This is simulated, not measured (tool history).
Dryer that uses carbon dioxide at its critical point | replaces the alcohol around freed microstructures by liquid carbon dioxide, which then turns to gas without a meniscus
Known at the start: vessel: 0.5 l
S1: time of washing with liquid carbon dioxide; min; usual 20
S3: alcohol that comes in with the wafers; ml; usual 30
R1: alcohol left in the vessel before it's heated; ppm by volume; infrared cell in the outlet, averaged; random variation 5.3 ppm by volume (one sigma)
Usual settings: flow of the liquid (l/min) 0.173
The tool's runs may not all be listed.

Run 1, hour 0: usual settings. Result: R1 247 ppm by volume.
Run 2, hour 8: usual settings. Result: R1 236 ppm by volume.
Run 3, hour 15.7: usual settings. Result: R1 259 ppm by volume.
Run 4, hour 25.3: usual settings but S3 61 ml. Result: R1 481 ppm by volume.
Run 5, hour 36.8: usual settings but S3 61 ml. Result: R1 500 ppm by volume.
Run 6, hour 43.9: usual settings but S3 61 ml. Result: R1 527 ppm by volume.
Run 7, hour 53.8: usual settings but S3 61 ml. Result: R1 543 ppm by volume.
Run 8, hour 63.4: usual settings but S3 61 ml. Result: R1 562 ppm by volume.
Run 9, hour 68.6: usual settings but S1 18 min, S3 61 ml. Result: R1 926 ppm by volume.
Run 10, hour 77.8: usual settings but flow of the liquid (l/min) 0.269. Result: R1 62 ppm by volume.
Run 11, hour 87.4: usual settings but flow of the liquid (l/min) 0.269. Result: R1 71 ppm by volume.
Run 12, hour 96.8: usual settings but flow of the liquid (l/min) 0.269. Result: R1 77 ppm by volume.
Run 13, hour 107.5: usual settings but flow of the liquid (l/min) 0.195. Result: R1 206 ppm by volume.
At hour 113.6: inlet filter changed.
Run 14, hour 118.1: usual settings but S3 59 ml. Result: R1 270 ppm by volume.
Run 15, hour 124.4: usual settings but flow of the liquid (l/min) 0.113, S3 59 ml. Result: R1 2182 ppm by volume.
Run 16, hour 134.4: usual settings but flow of the liquid (l/min) 0.113, S3 59 ml. Result: R1 2257 ppm by volume.
Run 17, hour 139.6: usual settings. Result: R1 190 ppm by volume.
Run 18, hour 149.5: usual settings. Result: R1 184 ppm by volume.
Run 19, hour 156.1: usual settings. Result: R1 189 ppm by volume.
Run 20, hour 163.6: usual settings. Result: R1 196 ppm by volume.
Run 21, hour 169.6: usual settings. Result: R1 197 ppm by volume.
Run 22, hour 179.1: usual settings but S1 24 min. Result: R1 123 ppm by volume.
Run 23, hour 189.5: usual settings but S3 58 ml. Result: R1 336 ppm by volume.
Run 24, hour 201.2: usual settings but flow of the liquid (l/min) 0.177, S3 46 ml. Result: R1 258 ppm by volume.
Run 25, hour 211.1: usual settings but flow of the liquid (l/min) 0.177, S3 46 ml. Result: R1 285 ppm by volume.
Run 26, hour 219.9: usual settings but S1 26 min, flow of the liquid (l/min) 0.142, S3 120 ml. Result: R1 514 ppm by volume.
Run 27, hour 228.8: usual settings but S1 18 min, flow of the liquid (l/min) 0.134, S3 89 ml. Result: R1 3185 ppm by volume.
Run 28, hour 240: usual settings but S1 21 min, flow of the liquid (l/min) 0.127, S3 57 ml. Result: R1 1404 ppm by volume.
Run 29, hour 250.8: usual settings but S1 18 min, flow of the liquid (l/min) 0.15, S3 53 ml. Result: R1 1224 ppm by volume.
Run 30, hour 262.1: usual settings but flow of the liquid (l/min) 0.223. Result: R1 122 ppm by volume.
Run 31, hour 272.3: usual settings but S1 13 min, flow of the liquid (l/min) 0.292, S3 83 ml. Result: R1 309 ppm by volume.
Run 32, hour 278: usual settings but S1 30 min, flow of the liquid (l/min) 0.212, S3 33 ml. Result: R1 95 ppm by volume.
Run 33, hour 284.9: usual settings but S1 30 min, flow of the liquid (l/min) 0.212, S3 33 ml. Result: R1 102 ppm by volume.
Run 34, hour 295.1: usual settings but S1 21 min, flow of the liquid (l/min) 0.228. Result: R1 117 ppm by volume.
Run 35, hour 305.5: usual settings but flow of the liquid (l/min) 0.14, S3 28 ml. Result: R1 694 ppm by volume.
Run 36, hour 315.5: usual settings but flow of the liquid (l/min) 0.251, S3 28 ml. Result: R1 113 ppm by volume.
Run 37, hour 325.9: usual settings but flow of the liquid (l/min) 0.251, S3 28 ml. Result: R1 117 ppm by volume.
Run 38, hour 331.1: usual settings but flow of the liquid (l/min) 0.251, S3 28 ml. Result: R1 122 ppm by volume.
Run 39, hour 338.4: usual settings but flow of the liquid (l/min) 0.251, S3 28 ml. Result: R1 119 ppm by volume.
Run 40, hour 346.4: usual settings but flow of the liquid (l/min) 0.16. Result: R1 490 ppm by volume.
Run 41, hour 356.3: usual settings but S1 27 min, S3 44 ml. Result: R1 164 ppm by volume.
Run 42, hour 365: usual settings but flow of the liquid (l/min) 0.159, S3 95 ml. Result: R1 1395 ppm by volume.
Run 43, hour 371.8: usual settings but flow of the liquid (l/min) 0.159, S3 95 ml. Result: R1 1431 ppm by volume.
Run 44, hour 381.4: usual settings but flow of the liquid (l/min) 0.177, S3 41 ml. Result: R1 421 ppm by volume.
Run 45, hour 391.7: usual settings but flow of the liquid (l/min) 0.122. Result: R1 1636 ppm by volume.
At hour 402.5: inlet filter changed.
Run 46, hour 403.6: usual settings but flow of the liquid (l/min) 0.122, S3 27 ml. Result: R1 820 ppm by volume.

The same runs without the tool's hidden state, with the same run-to-run variation:
The hidden state here: flow that reaches the vessel past the clogged filter, %; alcohol in the recycled carbon dioxide, ppm; drift of the gauge itself on alcohol_ppm, %.
run    R1
  1   111
  2    96
  3   110
  4   207
  5   212
  6   218
  7   214
  8   217
  9   391
 10     0
 11     5
 12     9
 13    52
 14   204
 15  2063
 16  2088
 17   114
 18   101
 19   104
 20   104
 21   101
 22    37
 23   199
 24   131
 25   147
 26   293
 27  2344
 28   938
 29   778
 30    17
 31   115
 32     2
 33     8
 34    10
 35   348
 36     3
 37    10
 38    10
 39     5
 40   181
 41    23
 42   576
 43   574
 44   120
 45   773
 46   695
